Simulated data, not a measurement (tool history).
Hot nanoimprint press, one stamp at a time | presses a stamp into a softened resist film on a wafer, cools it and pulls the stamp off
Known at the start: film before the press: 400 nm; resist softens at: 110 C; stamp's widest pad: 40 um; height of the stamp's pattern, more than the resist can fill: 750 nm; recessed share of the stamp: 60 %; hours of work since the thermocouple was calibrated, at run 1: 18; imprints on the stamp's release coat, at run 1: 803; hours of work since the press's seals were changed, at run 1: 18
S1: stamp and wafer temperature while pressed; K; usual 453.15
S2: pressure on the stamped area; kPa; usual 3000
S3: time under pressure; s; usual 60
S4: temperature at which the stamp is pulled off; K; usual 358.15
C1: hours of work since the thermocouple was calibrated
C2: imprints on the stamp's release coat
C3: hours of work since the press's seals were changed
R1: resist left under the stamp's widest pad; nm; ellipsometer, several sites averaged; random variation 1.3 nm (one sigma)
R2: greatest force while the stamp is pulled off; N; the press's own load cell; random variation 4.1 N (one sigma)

Run 1, hour 0: usual settings; C1 18; C2 803; C3 18. Result: R1 198.7 nm, R2 249 N.
Run 2, hour 5.5: usual settings; C1 21; C2 817; C3 21. Result: R1 201.2 nm, R2 251 N.
Run 3, hour 10.2: usual settings; C1 23; C2 829; C3 23. Result: R1 198.4 nm, R2 250 N.
Run 4, hour 15.4: usual settings but S2 1860 kPa; C1 26; C2 842; C3 26. Result: R1 248.6 nm, R2 248 N.
Run 5, hour 21.1: usual settings; C1 29; C2 857; C3 29. Result: R1 199.1 nm, R2 247 N.
Run 6, hour 26.7: usual settings but S2 2080 kPa; C1 32; C2 871; C3 32. Result: R1 236.7 nm, R2 253 N.
Run 7, hour 35.7: usual settings but S2 2080 kPa, S3 113 s; C1 36; C2 894; C3 36. Result: R1 196.8 nm, R2 253 N.
Run 8, hour 42.1: usual settings but S2 2650 kPa, S3 113 s; C1 40; C2 910; C3 40. Result: R1 172.6 nm, R2 258 N.
Run 9, hour 50.8: usual settings but S2 2650 kPa, S3 113 s; C1 44; C2 933; C3 44. Result: R1 174.2 nm, R2 264 N.
Run 10, hour 56.2: usual settings but S2 2650 kPa, S3 113 s; C1 47; C2 947; C3 47. Result: R1 172.7 nm, R2 264 N.
Run 11, hour 62.6: usual settings but S2 2650 kPa, S3 113 s; C1 50; C2 963; C3 50. Result: R1 174.2 nm, R2 257 N.
Run 12, hour 69.5: usual settings but S2 2650 kPa, S3 113 s; C1 54; C2 980; C3 54. Result: R1 173.9 nm, R2 264 N.
Run 13, hour 76: usual settings but S1 458.15 K, S3 98 s; C1 57; C2 997; C3 57. Result: R1 140.1 nm, R2 261 N.
Run 14, hour 80.6: usual settings but S1 458.15 K, S3 98 s, S4 348.15 K; C1 59; C2 1009; C3 59. Result: R1 141.3 nm, R2 339 N.
Run 15, hour 87.8: usual settings but S1 461.15 K, S2 4760 kPa, S3 83 s, S4 363.15 K; C1 63; C2 1027; C3 63. Result: R1 102.2 nm, R2 220 N.
Run 16, hour 98.1: usual settings but S1 461.15 K, S2 4760 kPa, S3 32 s, S4 357.15 K; C1 68; C2 1054; C3 68. Result: R1 146.3 nm, R2 271 N.
Run 17, hour 106.4: usual settings but S1 461.15 K, S2 4760 kPa, S3 32 s, S4 350.15 K; C1 72; C2 1075; C3 72. Result: R1 145.1 nm, R2 330 N.
Run 18, hour 114.2: usual settings but S1 461.15 K, S2 4760 kPa, S3 32 s, S4 350.15 K; C1 76; C2 1095; C3 76. Result: R1 144.7 nm, R2 339 N.
Run 19, hour 124.6: usual settings but S1 461.15 K, S2 4760 kPa, S3 32 s, S4 350.15 K; C1 82; C2 1121; C3 82. Result: R1 147.2 nm, R2 333 N.
Run 20, hour 134.4: usual settings but S1 456.15 K, S2 3520 kPa, S3 34 s, S4 346.15 K; C1 87; C2 1146; C3 87. Result: R1 200.4 nm, R2 371 N.
Run 21, hour 140.1: usual settings but S2 3370 kPa, S3 46 s; C1 90; C2 1161; C3 90. Result: R1 207.5 nm, R2 266 N.
Run 22, hour 145.8: usual settings but S2 3370 kPa, S3 46 s; C1 93; C2 1175; C3 93. Result: R1 209 nm, R2 280 N.
Run 23, hour 155.1: usual settings but S1 458.15 K, S2 3140 kPa, S3 50 s, S4 353.15 K; C1 97; C2 1199; C3 97. Result: R1 174.8 nm, R2 316 N.
Run 24, hour 161.8: usual settings but S3 55 s, S4 350.15 K; C1 101; C2 1216; C3 101. Result: R1 206.8 nm, R2 335 N.

4 ways to go on from here, each from the tool as it stands after run 24. What would each give?
Run A, hour 169.2: usual settings but S2 4000 kPa, S3 55 s, S4 350.15 K; C1 105; C2 1235; C3 105. Result: R1 ?, R2 ?.
Run B, hour 169.2: usual settings but S3 79 s, S4 350.15 K; C1 105; C2 1235; C3 105. Result: R1 ?, R2 ?.
Run C, hour 169.2: usual settings but S4 348.15 K; C1 105; C2 1235; C3 105. Result: R1 ?, R2 ?.
Run D, hour 169.2: usual settings but S1 451.15 K, S2 4410 kPa, S4 362.15 K; C1 105; C2 1235; C3 105. Result: R1 ?, R2 ?.

run     R1   R2
  A  178.6  334
  B  183.7  338
  C  201.4  360
  D    178  253
Without the tool's hidden state the same runs would have given:
run     R1   R2
  A  177.4  239
  B  182.6  242
  C  200.2  257
  D  176.7  181
